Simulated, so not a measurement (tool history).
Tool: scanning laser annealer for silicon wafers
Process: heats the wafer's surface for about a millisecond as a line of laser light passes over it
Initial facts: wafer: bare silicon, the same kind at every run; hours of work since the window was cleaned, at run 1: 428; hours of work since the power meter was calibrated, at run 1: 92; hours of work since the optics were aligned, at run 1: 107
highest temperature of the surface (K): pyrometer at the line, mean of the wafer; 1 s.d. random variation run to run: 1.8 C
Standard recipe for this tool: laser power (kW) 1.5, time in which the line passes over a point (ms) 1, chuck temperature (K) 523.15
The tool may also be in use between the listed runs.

run,hour,laser power (kW),time in which the line passes over a point (ms),chuck temperature (K),hours of work since the window was cleaned,hours of work since the power meter was calibrated,hours of work since the optics were aligned,highest temperature of the surface (K)
1,0,1.5,1,523.15,428,92,107,1211.15
2,6.7,1.5,1,523.15,432,96,111,1212.15
3,18.5,1.5,1,523.15,440,104,119,1206.15
4,33.4,1.5,1,523.15,449,114,129,1205.15
5,43.2,1.5,0.91,523.15,456,120,135,1166.15
6,54.3,1.5,0.91,523.15,463,127,142,1168.15
7,62.4,1.5,1,523.15,468,133,148,1199.15
8,70.8,1.5,1,523.15,474,138,153,1205.15
9,81.1,1.5,1,523.15,480,145,160,1204.15
10,94.6,1.5,1,523.15,489,154,169,1202.15
11,108,1.5,1,518.15,498,162,177,1197.15
12,115.1,1.5,1.09,523.15,502,167,182,1235.15
13,125.2,1.5,1.09,523.15,509,174,189,1235.15
14,138.3,1.357,1,523.15,518,182,197,1114.15
15,144.9,1.5,1,523.15,522,186,201,1200.15
16,155,1.5,1,523.15,528,193,208,1198.15
17,170.2,1.5,1,523.15,538,203,218,1197.15
18,177.9,1.5,1,523.15,543,208,223,1200.15
# hour 181.8: laser's power meter calibrated
19,188.1,1.463,1,523.15,548,4,228,1171.15
20,201.2,1.463,1,523.15,557,13,236,1172.15
# hour 209.8: laser's power meter calibrated, once more
21,213,1.463,1,523.15,562,2,242,1179.15
22,221.1,1.317,1,523.15,568,7,247,1090.15
23,228.3,1.552,1.24,513.15,572,12,252,1318.15
24,235.2,1.552,1.24,513.15,577,17,256,1316.15
25,242.3,1.552,1.24,513.15,581,21,261,1314.15
26,249.9,1.552,1.24,513.15,586,26,266,1316.15
27,262.8,1.584,1,562.15,595,35,274,1291.15
28,272,1.313,1,494.15,601,40,280,1059.15
29,281.8,1.313,1,494.15,607,47,287,1058.15
30,288.8,1.557,1.13,494.15,612,51,291,1251.15
31,303.1,1.557,1.13,494.15,621,61,301,1253.15
32,317,1.557,1.13,494.15,630,70,310,1250.15
33,323.5,1.557,0.85,494.15,634,74,314,1134.15
34,338.2,1.5,0.91,500.15,644,84,323,1136.15
35,344.5,1.304,1.05,558.15,648,88,327,1127.15
36,359.1,1.5,0.76,516.15,657,97,337,1086.15
37,369.6,1.433,0.76,517.15,664,104,344,1052.15
38,380,1.433,0.76,513.15,671,111,351,1048.15
39,391.1,1.377,1.13,560.15,678,118,358,1199.15
40,398.9,1.377,1.13,560.15,683,123,363,1198.15
41,408.7,1.351,1.19,554.15,690,129,369,1197.15
42,420.5,1.351,1.19,563.15,697,137,377,1202.15

Here are 3 independent what-if runs from the current tool condition. What would each one return?
A,431.7,1.508,1,496.15,705,144,384,?
B,431.7,1.536,0.84,563.15,705,144,384,?
C,431.7,1.351,0.73,517.15,705,144,384,?

run,highest temperature of the surface (K)
A,1164.15
B,1187.15
C,997.15
What these runs would have given with no unlogged condition in the tool:
run,highest temperature of the surface (K)
A,1217.15
B,1236.15
C,1036.15
